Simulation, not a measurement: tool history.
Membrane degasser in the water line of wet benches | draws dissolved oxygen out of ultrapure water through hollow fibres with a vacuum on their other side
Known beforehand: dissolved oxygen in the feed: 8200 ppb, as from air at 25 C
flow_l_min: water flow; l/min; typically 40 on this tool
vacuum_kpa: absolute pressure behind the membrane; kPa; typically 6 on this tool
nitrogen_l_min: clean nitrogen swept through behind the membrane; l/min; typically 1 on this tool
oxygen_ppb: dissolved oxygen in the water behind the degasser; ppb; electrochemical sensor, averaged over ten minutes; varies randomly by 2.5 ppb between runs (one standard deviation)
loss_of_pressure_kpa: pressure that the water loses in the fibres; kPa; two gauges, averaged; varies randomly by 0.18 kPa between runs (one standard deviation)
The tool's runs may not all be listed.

run    hour  flow_l_min  vacuum_kpa  nitrogen_l_min  oxygen_ppb  loss_of_pressure_kpa
  1       0          40           6               1       258.8                 34.35
  2    76.8          40           6               1       257.8                 34.89
  3   133.7          40           6               1       258.4                 34.73
  4   201.6          40           6               1       261.4                 34.62
  5   276.7          40           6               1       263.6                 34.45
  6     349          40           6               1       257.3                 34.22
  7   412.6          58           6               1       356.5                 49.99
  8   481.3          58           6               1       360.8                  50.2
  9     517          40           6            1.61       186.6                 34.83
 10   550.8          40           6            1.61       188.5                  34.4
 11   585.4          40           6            1.61       186.8                 34.65
 12   654.2          40           6             1.1       245.8                  34.3
 13   724.1          40           6             1.1       246.8                 34.91
 14   778.5          24           6               1       165.5                 21.09
 15   852.4          24           6               1       164.4                 20.71
 16   909.6          40           6               1       261.1                 34.69
 17     961          28       10.25               1       421.6                 24.27
 18  1042.2          62       10.25            1.33       674.2                 53.82
 19  1117.8          62        3.73            1.33       126.3                    54
 20  1191.2          52       14.31            1.95       650.5                 44.95
 21  1225.9          52       14.31            1.95       652.4                 45.26
 22  1281.3          52       14.31            1.95       645.5                 45.31
 23  1356.4          29        4.71             0.9       126.3                 25.23
 24  1425.4          44       10.07            1.67       423.1                 38.35
 25    1493          26       10.07            1.67       255.6                 22.81
 26  1530.1          26       10.07            1.67       259.7                 22.73
     1558.7  -- vacuum gauge calibrated
 27    1582          62        5.96            0.75       437.5                 53.99
 28  1642.3          62        5.96            0.75       434.1                 54.06
 29  1688.7          29        9.56            0.75       487.7                 25.57
 30  1768.5          37        7.34            1.04       326.2                 32.06
 31  1819.7          37        7.34            1.04       327.7                 32.24
 32  1870.8          36       12.68            1.87       416.7                 31.35

Branching from run 32: 3 alternative next runs. What would each branch give?
  A  1946.2          57       10.31            0.48           ?                     ?
  B  1946.2          51       12.68            0.85           ?                     ?
  C  1946.2          36        5.13            1.73           ?                     ?

run  oxygen_ppb  loss_of_pressure_kpa
  A      1144.7                 49.58
  B      1002.6                 44.74
  C       118.6                 31.45
What these runs would have given with no unlogged condition in the tool:
run  oxygen_ppb  loss_of_pressure_kpa
  A      1141.8                  48.6
  B       996.7                 43.85
  C       113.6                 30.83
